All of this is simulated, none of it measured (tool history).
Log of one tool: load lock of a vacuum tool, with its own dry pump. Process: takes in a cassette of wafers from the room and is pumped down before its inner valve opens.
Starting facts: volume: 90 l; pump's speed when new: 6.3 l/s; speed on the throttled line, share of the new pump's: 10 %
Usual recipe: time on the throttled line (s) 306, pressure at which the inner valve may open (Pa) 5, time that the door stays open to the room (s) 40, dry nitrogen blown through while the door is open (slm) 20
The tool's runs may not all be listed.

run	hour	time on the throttled line (s)	pressure at which the inner valve may open (Pa)	time that the door stays open to the room (s)	dry nitrogen blown through while the door is open (slm)	incoming humidity of the room's air, %	time from the closed door until the inner valve may open (s)	rise of the pressure with all valves shut (Pa/min)
1	0.0	306	5	40	20	42.5	423.8	0.379
2	380.4	306	5	58	20	45.9	429.0	0.418
# hour 530.3: door's seal changed, seat wiped
3	773.2	306	5	58	20	43.2	427.1	0.022
4	1004.2	306	5	40	20	40.8	423.8	0.026
5	1291.2	306	5	40	20	46.4	429.4	0.034
6	1654.9	306	5	40	20	45.3	428.7	0.045
7	2047.7	306	5	40	20	42.0	430.1	0.049
8	2544.2	306	5	40	20	44.1	431.4	0.065
9	2927.1	306	5	40	20	45.1	431.6	0.075
10	3351.0	306	5	40	20	42.4	431.6	0.094
11	3698.6	306	5	40	20	44.6	430.8	0.100
12	3945.2	306	8	27	23	43.9	428.7	0.109
13	4293.7	306	4	40	6	46.4	441.8	0.138
14	4508.0	204	4	40	6	42.6	351.1	0.149
15	4967.3	204	4	40	6	48.0	352.1	0.173
16	5197.9	566	5	40	26	45.7	668.2	0.165
17	5576.4	566	5	40	26	44.2	666.6	0.188
18	5977.4	194	5	73	35	46.3	340.3	0.208
19	6274.4	306	5	218	20	43.2	440.8	0.239

Forecast each of these 4 alternatives for the next run:
A	6491.6	389	5	70	13	39.0	?	?
B	6491.6	306	6	231	9	45.6	?	?
C	6491.6	396	5	40	20	44.4	?	?
D	6491.6	306	4	34	5	42.0	?	?

run	time from the closed door until the inner valve may open (s)	rise of the pressure with all valves shut (Pa/min)
A	506.3	0.239
B	436.3	0.277
C	521.8	0.238
D	446.4	0.255
With the hidden condition removed and each run's random variation left untouched, the same runs would have given:
run	time from the closed door until the inner valve may open (s)	rise of the pressure with all valves shut (Pa/min)
A	486.1	0.027
B	414.7	0.056
C	501.4	0.022
D	423.2	0.033
